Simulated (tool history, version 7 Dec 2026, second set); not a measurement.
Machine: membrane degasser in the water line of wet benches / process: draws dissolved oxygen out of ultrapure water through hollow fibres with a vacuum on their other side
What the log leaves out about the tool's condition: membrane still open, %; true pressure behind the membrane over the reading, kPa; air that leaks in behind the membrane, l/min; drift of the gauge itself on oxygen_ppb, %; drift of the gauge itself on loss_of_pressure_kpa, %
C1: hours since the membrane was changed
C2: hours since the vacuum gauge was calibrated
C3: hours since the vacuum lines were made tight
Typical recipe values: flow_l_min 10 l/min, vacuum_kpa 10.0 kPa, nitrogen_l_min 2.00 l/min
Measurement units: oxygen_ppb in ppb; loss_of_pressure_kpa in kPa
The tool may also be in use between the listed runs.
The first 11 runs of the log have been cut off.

Run 12, day 74.858: usual settings but nitrogen_l_min 5.60 l/min; C1 1815; C2 2118; C3 929. Result: oxygen_ppb 35.8 ppb, loss_of_pressure_kpa 30.51 kPa.
Run 13, day 83.479: usual settings but nitrogen_l_min 5.60 l/min; C1 2022; C2 2325; C3 1136. Result: oxygen_ppb 36.1 ppb, loss_of_pressure_kpa 31.04 kPa.
Run 14, day 87.688: usual settings but flow_l_min 12 l/min; C1 2123; C2 2426; C3 1237. Result: oxygen_ppb 114.7 ppb, loss_of_pressure_kpa 36.54 kPa.
Run 15, day 94.596: usual settings; C1 2288; C2 2592; C3 1403. Result: oxygen_ppb 90.7 ppb, loss_of_pressure_kpa 30.45 kPa.
Run 16, day 99.088: usual settings; C1 2396; C2 2699; C3 1510. Result: oxygen_ppb 90.9 ppb, loss_of_pressure_kpa 30.71 kPa.
Run 17, day 108.183: usual settings but nitrogen_l_min 4.79 l/min; C1 2614; C2 2918; C3 1729. Result: oxygen_ppb 41.4 ppb, loss_of_pressure_kpa 30.57 kPa.
Run 18, day 113.938: usual settings but flow_l_min 6 l/min, vacuum_kpa 13.4 kPa, nitrogen_l_min 4.81 l/min; C1 2753; C2 3056; C3 1867. Result: oxygen_ppb 33.0 ppb, loss_of_pressure_kpa 18.52 kPa.
Run 19, day 118.979: usual settings but flow_l_min 7 l/min, vacuum_kpa 17.7 kPa, nitrogen_l_min 4.52 l/min; C1 2874; C2 3177; C3 1988. Result: oxygen_ppb 59.4 ppb, loss_of_pressure_kpa 21.35 kPa.
Run 20, day 124.804: usual settings but flow_l_min 15 l/min, vacuum_kpa 11.8 kPa, nitrogen_l_min 5.56 l/min; C1 3013; C2 3316; C3 2128. Result: oxygen_ppb 91.8 ppb, loss_of_pressure_kpa 46.12 kPa.
Run 21, day 129.188: usual settings but flow_l_min 14 l/min, vacuum_kpa 22.1 kPa, nitrogen_l_min 5.56 l/min; C1 3119; C2 3422; C3 2233. Result: oxygen_ppb 148.0 ppb, loss_of_pressure_kpa 42.98 kPa.
Run 22, day 138.379: usual settings but flow_l_min 14 l/min, vacuum_kpa 22.1 kPa, nitrogen_l_min 5.56 l/min; C1 3339; C2 3642; C3 2454. Result: oxygen_ppb 143.1 ppb, loss_of_pressure_kpa 43.14 kPa.
Run 23, day 146.938: usual settings but flow_l_min 14 l/min, vacuum_kpa 22.1 kPa, nitrogen_l_min 5.56 l/min; C1 3545; C2 3848; C3 2659. Result: oxygen_ppb 143.3 ppb, loss_of_pressure_kpa 43.18 kPa.
Run 24, day 151.183: usual settings but flow_l_min 11 l/min; C1 3646; C2 3950; C3 2761. Result: oxygen_ppb 105.4 ppb, loss_of_pressure_kpa 33.99 kPa.
Run 25, day 159.562: usual settings but flow_l_min 15 l/min, vacuum_kpa 23.5 kPa, nitrogen_l_min 1.08 l/min; C1 3848; C2 4151; C3 2962. Result: oxygen_ppb 645.6 ppb, loss_of_pressure_kpa 46.70 kPa.
Run 26, day 164.029: usual settings but flow_l_min 15 l/min, vacuum_kpa 23.5 kPa, nitrogen_l_min 1.08 l/min; C1 3955; C2 4258; C3 3069. Result: oxygen_ppb 651.7 ppb, loss_of_pressure_kpa 46.33 kPa.
At day 167.683: vacuum gauge calibrated.
Run 27, day 171.112: usual settings but flow_l_min 15 l/min, vacuum_kpa 23.5 kPa, nitrogen_l_min 1.08 l/min; C1 4124; C2 82; C3 3239. Result: oxygen_ppb 652.8 ppb, loss_of_pressure_kpa 46.32 kPa.
Run 28, day 179.921: usual settings but vacuum_kpa 23.5 kPa, nitrogen_l_min 1.12 l/min; C1 4336; C2 294; C3 3450. Result: oxygen_ppb 430.2 ppb, loss_of_pressure_kpa 31.14 kPa.
Run 29, day 188.100: usual settings but vacuum_kpa 23.5 kPa, nitrogen_l_min 1.12 l/min; C1 4532; C2 490; C3 3646. Result: oxygen_ppb 427.8 ppb, loss_of_pressure_kpa 30.86 kPa.
Run 30, day 195.204: usual settings but vacuum_kpa 23.5 kPa, nitrogen_l_min 1.82 l/min; C1 4702; C2 661; C3 3817. Result: oxygen_ppb 274.4 ppb, loss_of_pressure_kpa 30.95 kPa.
Run 31, day 199.675: usual settings but flow_l_min 16 l/min, vacuum_kpa 6.1 kPa, nitrogen_l_min 2.69 l/min; C1 4810; C2 768; C3 3924. Result: oxygen_ppb 86.7 ppb, loss_of_pressure_kpa 49.83 kPa.
Run 32, day 206.208: usual settings but flow_l_min 7 l/min, vacuum_kpa 6.1 kPa, nitrogen_l_min 0.86 l/min; C1 4967; C2 925; C3 4081. Result: oxygen_ppb 61.9 ppb, loss_of_pressure_kpa 21.83 kPa.
Run 33, day 212.362: usual settings but flow_l_min 7 l/min, vacuum_kpa 6.1 kPa, nitrogen_l_min 0.86 l/min; C1 5114; C2 1072; C3 4229. Result: oxygen_ppb 61.5 ppb, loss_of_pressure_kpa 22.03 kPa.

Below are 3 alternative next runs, each starting from the tool's condition after run 33. Predict each:
Run A, day 217.158: usual settings but vacuum_kpa 16.4 kPa; C1 5229; C2 1187; C3 4344. Result: oxygen_ppb ?, loss_of_pressure_kpa ?.
Run B, day 217.158: usual settings but flow_l_min 7 l/min, vacuum_kpa 16.5 kPa, nitrogen_l_min 4.13 l/min; C1 5229; C2 1187; C3 4344. Result: oxygen_ppb ?, loss_of_pressure_kpa ?.
Run C, day 217.158: usual settings but flow_l_min 9 l/min, vacuum_kpa 13.6 kPa, nitrogen_l_min 0.86 l/min; C1 5229; C2 1187; C3 4344. Result: oxygen_ppb ?, loss_of_pressure_kpa ?.

run  oxygen_ppb  loss_of_pressure_kpa
  A       168.1                 31.19
  B        59.1                 21.96
  C       257.2                 28.11
Stripped of hidden state, with their random variation kept, the same runs would have yielded:
run  oxygen_ppb  loss_of_pressure_kpa
  A       161.5                 30.06
  B        56.3                 21.17
  C       247.8                 27.10

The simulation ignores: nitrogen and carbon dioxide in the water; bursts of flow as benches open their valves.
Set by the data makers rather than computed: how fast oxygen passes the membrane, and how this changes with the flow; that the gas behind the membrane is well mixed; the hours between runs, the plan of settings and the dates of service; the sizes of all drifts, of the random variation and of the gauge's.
